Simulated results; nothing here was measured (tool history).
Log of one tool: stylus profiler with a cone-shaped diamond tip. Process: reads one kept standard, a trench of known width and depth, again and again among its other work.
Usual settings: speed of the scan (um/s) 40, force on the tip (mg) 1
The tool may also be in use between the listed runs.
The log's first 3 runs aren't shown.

run	hour	speed of the scan (um/s)	force on the tip (mg)	depth of the trench (nm)	width of the trench's floor (um)
4	38.9	40	1.29	503.88	95.31
5	55.9	40	1.29	503.95	95.22
6	69.4	40	1.29	503.81	95.26
7	84.2	40	1.29	504.05	95.22
8	93.3	40	1.29	503.95	95.21
9	105.7	31	1	503.38	95.28
10	114.6	40	1	503.58	95.18
11	123.1	40	1	503.57	95.17
12	131.8	40	1	503.36	95.16
13	140.3	12	1	503.4	95.32
14	150.9	40	2.01	504.97	95.19
15	158.2	40	0.53	502.48	95.15
16	172.5	40	0.53	502.75	95.11
17	186.2	40	0.53	502.51	95.12
18	202.5	40	0.53	502.86	95.12
19	215.9	40	0.53	502.71	95.08
20	230.1	40	0.53	502.63	95.09
21	238.6	40	0.53	502.85	95.09
22	252.2	40	0.53	502.61	95.07
23	261.8	40	0.53	502.48	95.08
24	278.2	13	2.55	505.92	95.2
25	292	92	1.92	504.89	95

Forecast run 26:
26	307.1	20	0.54	?	?

depth of the trench (nm): 503.01
width of the trench's floor (um): 95.1
Without the tool's hidden state the same run would have given depth of the trench (nm) 501.85, width of the trench's floor (um) 95.55.
